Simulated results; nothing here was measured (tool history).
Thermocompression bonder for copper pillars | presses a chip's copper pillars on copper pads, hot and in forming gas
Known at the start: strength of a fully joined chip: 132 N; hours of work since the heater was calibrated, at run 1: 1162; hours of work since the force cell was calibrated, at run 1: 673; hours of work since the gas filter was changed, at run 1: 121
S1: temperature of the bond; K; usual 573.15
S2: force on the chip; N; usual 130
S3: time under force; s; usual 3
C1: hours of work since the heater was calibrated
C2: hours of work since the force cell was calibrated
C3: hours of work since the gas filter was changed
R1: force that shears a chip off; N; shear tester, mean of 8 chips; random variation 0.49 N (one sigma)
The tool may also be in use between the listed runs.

{"run": 1, "hour": 0.0, "S1": 573.15, "S2": 130, "S3": 3, "C1": 1162, "C2": 673, "C3": 121, "R1": 62.4}
{"run": 2, "hour": 25.9, "S1": 573.15, "S2": 130, "S3": 4, "C1": 1181, "C2": 692, "C3": 140, "R1": 68.5}
{"hour": 48.3, "done": "force cell calibrated"}
{"run": 3, "hour": 56.0, "S1": 573.15, "S2": 130, "S3": 3, "C1": 1201, "C2": 6, "C3": 160, "R1": 62.2}
{"run": 4, "hour": 95.4, "S1": 573.15, "S2": 130, "S3": 3, "C1": 1229, "C2": 34, "C3": 189, "R1": 61.3}
{"run": 5, "hour": 122.7, "S1": 573.15, "S2": 130, "S3": 3, "C1": 1249, "C2": 53, "C3": 208, "R1": 61.4}
{"run": 6, "hour": 139.7, "S1": 573.15, "S2": 130, "S3": 3, "C1": 1261, "C2": 65, "C3": 220, "R1": 62}
{"run": 7, "hour": 168.6, "S1": 573.15, "S2": 130, "S3": 3, "C1": 1282, "C2": 86, "C3": 241, "R1": 62.2}
{"run": 8, "hour": 193.9, "S1": 573.15, "S2": 130, "S3": 3, "C1": 1300, "C2": 104, "C3": 259, "R1": 61.3}
{"run": 9, "hour": 233.7, "S1": 573.15, "S2": 130, "S3": 3, "C1": 1328, "C2": 133, "C3": 287, "R1": 61.6}
{"run": 10, "hour": 268.6, "S1": 573.15, "S2": 130, "S3": 3, "C1": 1353, "C2": 158, "C3": 312, "R1": 61.5}
{"run": 11, "hour": 304.6, "S1": 573.15, "S2": 130, "S3": 3, "C1": 1379, "C2": 183, "C3": 338, "R1": 61.5}
{"run": 12, "hour": 324.2, "S1": 573.15, "S2": 130, "S3": 3, "C1": 1393, "C2": 197, "C3": 352, "R1": 62.2}
{"run": 13, "hour": 348.7, "S1": 573.15, "S2": 130, "S3": 3, "C1": 1411, "C2": 215, "C3": 370, "R1": 60.4}
{"run": 14, "hour": 388.1, "S1": 573.15, "S2": 130, "S3": 3, "C1": 1439, "C2": 243, "C3": 398, "R1": 61.6}
{"run": 15, "hour": 420.3, "S1": 573.15, "S2": 130, "S3": 3, "C1": 1462, "C2": 266, "C3": 421, "R1": 62.1}
{"hour": 436.2, "done": "forming gas filter changed"}
{"run": 16, "hour": 454.9, "S1": 573.15, "S2": 130, "S3": 3, "C1": 1486, "C2": 291, "C3": 13, "R1": 61.1}
{"run": 17, "hour": 493.0, "S1": 573.15, "S2": 130, "S3": 3, "C1": 1514, "C2": 318, "C3": 41, "R1": 62.3}
{"run": 18, "hour": 528.1, "S1": 573.15, "S2": 188, "S3": 8, "C1": 1539, "C2": 343, "C3": 66, "R1": 104.6}
{"run": 19, "hour": 561.7, "S1": 573.15, "S2": 182, "S3": 5, "C1": 1563, "C2": 367, "C3": 90, "R1": 92.9}
{"run": 20, "hour": 596.3, "S1": 573.15, "S2": 154, "S3": 4, "C1": 1588, "C2": 392, "C3": 115, "R1": 76.6}
{"run": 21, "hour": 628.5, "S1": 573.15, "S2": 154, "S3": 4, "C1": 1611, "C2": 415, "C3": 138, "R1": 78.2}
{"run": 22, "hour": 663.0, "S1": 578.15, "S2": 141, "S3": 7, "C1": 1635, "C2": 439, "C3": 162, "R1": 91.5}
{"run": 23, "hour": 682.9, "S1": 573.15, "S2": 130, "S3": 5, "C1": 1650, "C2": 454, "C3": 177, "R1": 74.2}
{"hour": 724.2, "done": "heater calibrated with a thermocouple chip"}
{"run": 24, "hour": 725.3, "S1": 573.15, "S2": 173, "S3": 3, "C1": 1, "C2": 483, "C3": 205, "R1": 77.2}
{"run": 25, "hour": 746.6, "S1": 573.15, "S2": 86, "S3": 8, "C1": 16, "C2": 498, "C3": 221, "R1": 62.1}
{"run": 26, "hour": 770.4, "S1": 559.15, "S2": 91, "S3": 5, "C1": 33, "C2": 515, "C3": 238, "R1": 45.2}
{"run": 27, "hour": 809.3, "S1": 559.15, "S2": 91, "S3": 5, "C1": 61, "C2": 543, "C3": 266, "R1": 44.5}

Forecast each of these 3 alternatives for the next run:
{"run": "A", "hour": 835.8, "S1": 573.15, "S2": 130, "S3": 4, "C1": 80, "C2": 562, "C3": 284, "R1": "?"}
{"run": "B", "hour": 835.8, "S1": 573.15, "S2": 138, "S3": 2, "C1": 80, "C2": 562, "C3": 284, "R1": "?"}
{"run": "C", "hour": 835.8, "S1": 561.15, "S2": 79, "S3": 6, "C1": 80, "C2": 562, "C3": 284, "R1": "?"}

run=A R1=68
run=B R1=55.7
run=C R1=43.3
Without the tool's hidden state the same runs would have given:
run=A R1=68.1
run=B R1=55.8
run=C R1=43.3

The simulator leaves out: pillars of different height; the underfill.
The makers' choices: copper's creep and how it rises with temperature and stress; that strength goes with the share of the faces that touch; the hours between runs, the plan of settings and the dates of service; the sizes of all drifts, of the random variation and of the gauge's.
